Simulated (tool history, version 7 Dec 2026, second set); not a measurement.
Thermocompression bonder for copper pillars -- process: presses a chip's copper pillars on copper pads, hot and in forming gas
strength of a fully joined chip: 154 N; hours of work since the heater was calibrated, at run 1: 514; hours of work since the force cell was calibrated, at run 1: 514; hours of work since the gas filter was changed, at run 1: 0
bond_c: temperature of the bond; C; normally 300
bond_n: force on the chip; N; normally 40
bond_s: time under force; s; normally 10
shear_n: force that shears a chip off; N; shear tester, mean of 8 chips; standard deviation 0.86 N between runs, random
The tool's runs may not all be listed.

run   hour  bond_c  bond_n  bond_s  hours of work since the heater was calibrated  hours of work since the force cell was calibrated  hours of work since the gas filter was changed  shear_n
  1      0     300      40      10                                            514                                                514                                               0     69.8
  2   68.7     300      40      10                                            554                                                554                                              39     69.5
  3  142.2     287      40      10                                            596                                                596                                              81     60.1
  4  190.7     287      40      10                                            623                                                623                                             109     58.5
  5  253.7     287      40      10                                            659                                                659                                             145     59.2
  6    308     287      40      10                                            690                                                690                                             176       58
  7  389.1     287      40      10                                            737                                                737                                             223     57.5
  8  447.5     300      40      20                                            770                                                770                                             256     79.4
  9  521.2     300      40      20                                            813                                                813                                             298     80.4
     540.2  -- heater calibrated with a thermocouple chip
     555.4  -- force cell calibrated
 10  589.7     300      40      25                                             27                                                 20                                             336     87.1
 11  634.1     299      40      25                                             53                                                 45                                             361       85
 12  692.7     299      40      25                                             86                                                 79                                             394     84.2
 13  740.5     300      40      27                                            114                                                106                                             422     86.6
     780.4  -- forming gas filter changed
 14  806.2     300      52      29                                            151                                                143                                              15    116.7
 15    887     303      48      23                                            197                                                190                                              61    104.9
 16  953.2     323      54       9                                            235                                                227                                              99     97.6

Estimate the outcome of run 17 from the log above:
 17  996.6     310      34      12                                            260                                                252                                             124        ?

shear_n: 66.5 N
Had the tool carried no hidden state, the very same run would have given shear_n 69.5 N.

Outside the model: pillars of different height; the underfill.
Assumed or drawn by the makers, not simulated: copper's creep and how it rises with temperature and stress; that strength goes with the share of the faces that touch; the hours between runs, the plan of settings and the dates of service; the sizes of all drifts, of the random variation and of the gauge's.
